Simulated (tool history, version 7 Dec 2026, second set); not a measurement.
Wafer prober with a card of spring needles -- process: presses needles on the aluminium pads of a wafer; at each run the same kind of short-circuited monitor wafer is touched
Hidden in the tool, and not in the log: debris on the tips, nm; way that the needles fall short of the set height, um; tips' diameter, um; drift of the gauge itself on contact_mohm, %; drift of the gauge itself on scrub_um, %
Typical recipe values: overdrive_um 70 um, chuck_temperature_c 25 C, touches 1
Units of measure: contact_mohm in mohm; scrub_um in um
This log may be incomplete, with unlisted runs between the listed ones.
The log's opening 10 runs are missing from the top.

run	hour	overdrive_um	chuck_temperature_c	touches	touches since the tips were cleaned	cleanings since the card got new needles	touches since the first contact's height was set	contact_mohm	scrub_um
# hour 243.6: tips cleaned on abrasive film
# hour 259.6: tips cleaned on abrasive film
11	259.6	70	25	1	0	42	54959	170	13.22
# hour 277.6: tips cleaned on abrasive film
12	291.7	70	25	2	5500	43	67496	169	13.24
# hour 296.3: tips cleaned on abrasive film
13	310.1	50	25	2	5404	44	74650	178	9.43
# hour 314.4: tips cleaned on abrasive film
14	327.7	50	25	2	5188	45	81498	180	9.47
# hour 332.3: tips cleaned on abrasive film
# hour 349.5: tips cleaned on abrasive film
15	360.6	50	25	1	4348	47	94317	177	9.55
# hour 366.3: tips cleaned on abrasive film
# hour 382.3: tips cleaned on abrasive film
16	384.5	86	25	1	843	49	103585	169	16.32
# hour 400.4: tips cleaned on abrasive film
17	402.8	86	25	1	947	50	110720	169	16.22
# hour 417.3: tips cleaned on abrasive film
18	422.1	86	25	1	1874	51	118217	172	16.39
# hour 423.8: height of the first contact set anew
# hour 433.4: tips cleaned on abrasive film
19	443.6	86	25	1	3989	52	7711	169	16.27
# hour 449.7: tips cleaned on abrasive film
20	463.2	72	125	3	5268	53	15326	191	13.59
# hour 467.5: tips cleaned on abrasive film
# hour 485.1: tips cleaned on abrasive film
21	492.4	89	125	3	2862	55	26701	187	16.85
# hour 502.3: tips cleaned on abrasive film
# hour 520.2: tips cleaned on abrasive film
22	521.7	72	29	2	578	57	38087	173	13.7
# hour 536.4: tips cleaned on abrasive film
# hour 552.7: tips cleaned on abrasive film
23	553.3	80	30	1	234	59	50393	168	15.2
# hour 569.5: tips cleaned on abrasive film
24	583.6	70	25	1	5539	60	62215	175	13.18
# hour 586.7: tips cleaned on abrasive film
# hour 603.3: tips cleaned on abrasive film
25	611.4	61	25	3	3199	62	73019	173	11.44
# hour 619.5: tips cleaned on abrasive film
# hour 636.5: tips cleaned on abrasive film
26	636.5	61	25	3	0	64	82755	175	11.55
# hour 652.4: tips cleaned on abrasive film
27	663.2	50	25	2	4234	65	93158	182	9.49
# hour 670.9: tips cleaned on abrasive film
28	679.9	60	69	1	3532	66	99673	185	11.38
# hour 687.4: tips cleaned on abrasive film
29	698.1	51	44	1	4190	67	106761	183	9.66
# hour 705: tips cleaned on abrasive film
# hour 721.1: tips cleaned on abrasive film
30	722.9	70	62	3	709	69	116375	178	13.29
# hour 728.7: height of the first contact set anew
# hour 737.6: tips cleaned on abrasive film
31	751.4	87	72	2	5425	70	8853	179	16.48

3 options for the next run, each taken on its own from the tool as it stands now. Forecast them:
# hour 754.1: tips cleaned on abrasive film
# hour 770.9: tips cleaned on abrasive film
A	772.3	71	46	1	529	72	16934	?	?
# hour 754.1: tips cleaned on abrasive film
# hour 770.9: tips cleaned on abrasive film
B	772.3	55	72	2	529	72	16934	?	?
# hour 754.1: tips cleaned on abrasive film
# hour 770.9: tips cleaned on abrasive film
C	772.3	82	74	2	529	72	16934	?	?

run	contact_mohm	scrub_um
A	175	13.43
B	186	10.39
C	181	15.53
Without the tool's unlogged condition, the same runs would have read:
run	contact_mohm	scrub_um
A	175	13.43
B	186	10.39
C	181	15.53
